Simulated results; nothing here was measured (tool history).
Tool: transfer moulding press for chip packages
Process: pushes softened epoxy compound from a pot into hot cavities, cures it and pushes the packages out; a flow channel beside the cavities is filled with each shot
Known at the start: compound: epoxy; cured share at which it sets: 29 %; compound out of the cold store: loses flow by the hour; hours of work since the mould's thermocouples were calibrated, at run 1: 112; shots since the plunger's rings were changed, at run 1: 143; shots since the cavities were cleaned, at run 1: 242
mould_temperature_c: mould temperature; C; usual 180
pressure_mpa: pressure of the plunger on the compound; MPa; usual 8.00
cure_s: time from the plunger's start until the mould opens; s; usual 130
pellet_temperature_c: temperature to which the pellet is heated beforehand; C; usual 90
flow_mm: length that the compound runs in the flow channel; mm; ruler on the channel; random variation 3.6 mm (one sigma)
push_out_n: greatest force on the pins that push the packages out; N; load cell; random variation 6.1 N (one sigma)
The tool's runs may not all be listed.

run,hour,mould_temperature_c,pressure_mpa,cure_s,pellet_temperature_c,hours of work since the mould's thermocouples were calibrated,shots since the plunger's rings were changed,shots since the cavities were cleaned,incoming compound's hours out of the cold store,flow_mm,push_out_n
1,0.0,180,8.00,130,90,112,143,242,44.9,696,318
2,5.6,180,9.95,130,90,116,197,296,11.2,863,334
3,12.1,180,9.95,130,90,120,261,360,22.2,835,351
4,19.6,180,8.00,128,90,126,334,433,36.2,717,371
5,24.5,180,8.00,128,90,129,382,481,32.8,715,373
# hour 30.7: cavities cleaned with cleaning compound and waxed
6,35.3,180,8.00,118,90,136,472,45,30.5,722,274
7,43.1,174,7.81,113,87,141,549,122,32.6,727,527
8,49.8,183,6.22,135,90,146,613,186,22.3,647,275
9,53.8,180,7.36,133,82,149,652,225,36.8,673,301

Run 10 comes next. What will it give?
10,63.1,180,7.36,133,82,156,743,316,22.8,?,?

Run 10 gave flow_mm 716 mm, push_out_n 315 N.
Without the tool's hidden state the same run would have given flow_mm 727 mm, push_out_n 220 N.
